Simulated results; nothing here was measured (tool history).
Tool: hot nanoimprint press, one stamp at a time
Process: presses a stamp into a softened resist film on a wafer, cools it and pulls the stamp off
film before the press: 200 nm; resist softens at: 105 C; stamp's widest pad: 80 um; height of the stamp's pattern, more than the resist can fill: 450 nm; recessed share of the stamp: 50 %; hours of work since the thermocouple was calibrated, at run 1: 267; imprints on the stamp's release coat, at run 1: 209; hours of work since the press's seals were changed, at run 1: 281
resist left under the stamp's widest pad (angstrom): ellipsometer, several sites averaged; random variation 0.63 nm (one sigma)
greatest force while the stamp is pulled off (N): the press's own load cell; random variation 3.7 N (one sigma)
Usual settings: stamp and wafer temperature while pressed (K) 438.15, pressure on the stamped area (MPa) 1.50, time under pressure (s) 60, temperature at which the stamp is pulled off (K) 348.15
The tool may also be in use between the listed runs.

run   hour  stamp and wafer temperature while pressed (K)  pressure on the stamped area (MPa)  time under pressure (s)  temperature at which the stamp is pulled off (K)  hours of work since the thermocouple was calibrated  imprints on the stamp's release coat  hours of work since the press's seals were changed  resist left under the stamp's widest pad (angstrom)  greatest force while the stamp is pulled off (N)
  1    0.0                                         438.15                                1.50                       60                                            348.15                                                  267                                   209                                                 281                                                 1208                                               180
  2   20.5                                         438.15                                1.50                       60                                            348.15                                                  280                                   300                                                 294                                                 1192                                               185
  3   42.9                                         438.15                                1.50                       60                                            348.15                                                  294                                   399                                                 308                                                 1192                                               182
  4   55.9                                         438.15                                1.50                      101                                            348.15                                                  302                                   457                                                 316                                                 1033                                               178
  5   66.5                                         438.15                                1.50                      101                                            348.15                                                  309                                   504                                                 322                                                 1027                                               182
      80.0  -- plate thermocouple calibrated
  6   82.3                                         438.15                                1.50                      101                                            348.15                                                    1                                   561                                                 330                                                 1024                                               177
  7   97.5                                         438.15                                1.50                       60                                            348.15                                                   11                                   628                                                 340                                                 1194                                               178
  8  112.2                                         438.15                                1.50                       31                                            348.15                                                   20                                   694                                                 349                                                 1415                                               182
  9  131.9                                         438.15                                1.50                       31                                            348.15                                                   33                                   782                                                 362                                                 1409                                               175
 10  152.7                                         438.15                                1.50                       31                                            348.15                                                   46                                   874                                                 375                                                 1421                                               179
 11  172.9                                         438.15                                1.50                       31                                            348.15                                                   58                                   963                                                 387                                                 1414                                               176
 12  183.1                                         438.15                                1.50                       31                                            348.15                                                   65                                  1009                                                 394                                                 1413                                               172
 13  205.2                                         440.15                                2.30                       51                                            348.15                                                   79                                  1107                                                 408                                                  930                                               184
 14  217.7                                         429.15                                2.38                       51                                            348.15                                                   86                                  1163                                                 415                                                 1420                                               175
     237.0  -- stamp cleaned and given a new release coat
 15  244.1                                         438.15                                1.50                       34                                            348.15                                                   99                                    31                                                 428                                                 1379                                               177
 16  267.2                                         439.15                                1.45                       48                                            354.15                                                  114                                   134                                                 443                                                 1243                                               156

3 ways to go on from here, each from the tool as it stands after run 16. What would each give?
  A  281.2                                         439.15                                1.45                      112                                            354.15                                                  122                                   196                                                 451                                                    ?                                                 ?
  B  281.2                                         445.15                                1.46                       60                                            335.15                                                  122                                   196                                                 451                                                    ?                                                 ?
  C  281.2                                         438.15                                2.36                       60                                            348.15                                                  122                                   196                                                 451                                                    ?                                                 ?

run  resist left under the stamp's widest pad (angstrom)  greatest force while the stamp is pulled off (N)
  A                                                  959                                               153
  B                                                  923                                               224
  C                                                  953                                               177
Without the tool's hidden state the same runs would have given:
run  resist left under the stamp's widest pad (angstrom)  greatest force while the stamp is pulled off (N)
  A                                                  959                                               153
  B                                                  922                                               223
  C                                                  952                                               176
